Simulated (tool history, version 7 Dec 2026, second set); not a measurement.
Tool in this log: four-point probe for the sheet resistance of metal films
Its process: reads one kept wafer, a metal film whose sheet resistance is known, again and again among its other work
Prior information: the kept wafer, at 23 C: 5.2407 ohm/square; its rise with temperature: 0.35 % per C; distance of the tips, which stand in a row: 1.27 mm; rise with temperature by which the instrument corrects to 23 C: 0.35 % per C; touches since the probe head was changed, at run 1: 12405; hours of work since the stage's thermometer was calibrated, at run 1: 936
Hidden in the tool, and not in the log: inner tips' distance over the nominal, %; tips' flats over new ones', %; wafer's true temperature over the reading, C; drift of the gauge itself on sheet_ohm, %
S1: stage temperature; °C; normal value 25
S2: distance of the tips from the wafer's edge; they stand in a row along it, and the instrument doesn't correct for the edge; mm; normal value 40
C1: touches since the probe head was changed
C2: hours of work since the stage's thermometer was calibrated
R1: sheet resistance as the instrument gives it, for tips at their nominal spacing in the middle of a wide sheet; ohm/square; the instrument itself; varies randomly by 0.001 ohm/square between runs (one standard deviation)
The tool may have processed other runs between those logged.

run     day  S1  S2     C1    C2        R1
  1   0.000  25  40  12405   936  5.232834
  2   0.542  25  40  12947   945  5.233461
  3   1.358  25  40  13761   959  5.230476
  4   2.012  25  15  14412   969  5.249414
  5   2.675  25  15  15076   980  5.249716
  6   3.442  25  40  15841   993  5.230452
  7   3.946  25  40  16340  1002  5.230863
  8   4.483  25  40  16876  1010  5.231758
  9   5.071  25  40  17466  1020  5.230298
 10   5.775  25  40  18167  1032  5.229625
 11   6.146  25  40  18535  1038  5.229240
 12   6.571  19   8  18962  1045  5.298179
 13   7.108  23  47  19498  1054  5.231339
 14   7.829  22  12  20215  1066  5.260020
 15   8.529  22  12  20916  1078  5.258174
 16   9.358  22  12  21742  1091  5.255136
 17   9.900  22  12  22282  1100  5.256682
 18  10.338  22  12  22718  1108  5.255591
 19  11.054  28  41  23434  1120  5.228213
 20  11.875  32  16  24254  1133  5.243927
 21  12.600  25  19  24977  1145  5.235843
 22  13.308  23  31  25684  1157  5.230035

For some of the steps in R1 from one run to the next: how much would appear even if the tool had no hidden state, given the settings, what came in and random variation, and how much remains for the hidden state plus any gauge scatter that the measured result and the result without hidden state don't share?
Run 11 -> 12: S1 25 -> 19, S2 40 -> 8. R1 +0.068939 ohm/square: hidden state -0.000348, all else +0.069287.
Run 12 -> 13: S1 19 -> 23, S2 8 -> 47. R1 -0.066840 ohm/square: hidden state -0.000147, all else -0.066693.
Run 13 -> 14: S1 23 -> 22, S2 47 -> 12. R1 +0.028681 ohm/square: hidden state -0.000410, all else +0.029091.
Run 19 -> 20: S1 28 -> 32, S2 41 -> 16. R1 +0.015714 ohm/square: hidden state -0.000439, all else +0.016153.

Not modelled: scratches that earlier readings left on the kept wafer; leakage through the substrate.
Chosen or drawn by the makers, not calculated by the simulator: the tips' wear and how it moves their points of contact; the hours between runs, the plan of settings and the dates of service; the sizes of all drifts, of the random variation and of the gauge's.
